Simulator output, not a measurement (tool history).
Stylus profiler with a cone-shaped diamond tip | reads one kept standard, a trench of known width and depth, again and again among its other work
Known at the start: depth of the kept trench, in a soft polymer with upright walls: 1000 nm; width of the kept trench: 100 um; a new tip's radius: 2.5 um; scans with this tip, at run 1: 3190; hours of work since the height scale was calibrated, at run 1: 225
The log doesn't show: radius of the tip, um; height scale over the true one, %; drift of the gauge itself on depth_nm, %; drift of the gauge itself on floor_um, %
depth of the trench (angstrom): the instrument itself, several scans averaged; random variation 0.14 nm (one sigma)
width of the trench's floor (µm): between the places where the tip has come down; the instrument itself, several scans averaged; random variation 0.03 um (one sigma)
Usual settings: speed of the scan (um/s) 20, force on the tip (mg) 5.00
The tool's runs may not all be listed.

| run | hour | speed of the scan (um/s) | force on the tip (mg) | scans with this tip | hours of work since the height scale was calibrated | depth of the trench (angstrom) | width of the trench's floor (µm) |
|---|---|---|---|---|---|---|---|
| 1 | 0.0 | 20 | 5.00 | 3190 | 225 | 10130.2 | 94.56 |
| 2 | 23.9 | 20 | 5.00 | 3413 | 241 | 10129.8 | 94.58 |
| 3 | 35.3 | 20 | 5.00 | 3520 | 248 | 10129.0 | 94.53 |
| 4 | 51.3 | 62 | 5.00 | 3669 | 259 | 10133.0 | 94.41 |
| 5 | 74.8 | 20 | 5.79 | 3888 | 274 | 10142.8 | 94.45 |
| 6 | 99.2 | 20 | 3.23 | 4116 | 290 | 10096.6 | 94.34 |
| 7 | 125.7 | 20 | 14.59 | 4364 | 308 | 10260.8 | 94.30 |
| 8 | 143.7 | 20 | 5.00 | 4532 | 320 | 10132.4 | 94.26 |
| 9 | 169.9 | 20 | 5.00 | 4777 | 337 | 10134.5 | 94.15 |
| 10 | 187.8 | 20 | 5.00 | 4944 | 349 | 10133.8 | 94.17 |
| 11 | 200.7 | 20 | 5.00 | 5065 | 357 | 10136.7 | 94.09 |
| 12 | 218.1 | 10 | 5.00 | 5227 | 369 | 10135.0 | 94.07 |
| 13 | 244.5 | 10 | 3.41 | 5473 | 386 | 10105.0 | 93.94 |
| 14 | 259.7 | 14 | 9.38 | 5615 | 396 | 10199.0 | 93.96 |
| 15 | 285.9 | 6 | 5.00 | 5861 | 413 | 10134.9 | 93.83 |
| 16 | 303.5 | 6 | 5.05 | 6024 | 425 | 10140.3 | 93.84 |
| 17 | 323.5 | 6 | 5.05 | 6212 | 438 | 10138.6 | 93.78 |
| 18 | 343.6 | 80 | 4.18 | 6400 | 451 | 10123.6 | 93.56 |
| 19 | 356.2 | 6 | 12.94 | 6517 | 460 | 10248.6 | 93.70 |

4 ways to go on from here, each from the tool as it stands after run 19. What would each give?
| A | 374.5 | 21 | 2.14 | 6688 | 472 | ? | ? |
| B | 374.5 | 6 | 14.41 | 6688 | 472 | ? | ? |
| C | 374.5 | 9 | 5.00 | 6688 | 472 | ? | ? |
| D | 374.5 | 20 | 2.59 | 6688 | 472 | ? | ? |

| run | depth of the trench (angstrom) | width of the trench's floor (µm) |
|---|---|---|
| A | 10083.6 | 93.56 |
| B | 10269.2 | 93.64 |
| C | 10139.4 | 93.67 |
| D | 10091.6 | 93.60 |
Without the tool's hidden state the same runs would have given:
| run | depth of the trench (angstrom) | width of the trench's floor (µm) |
|---|---|---|
| A | 10070.5 | 95.89 |
| B | 10255.9 | 95.97 |
| C | 10126.3 | 96.00 |
| D | 10078.5 | 95.93 |
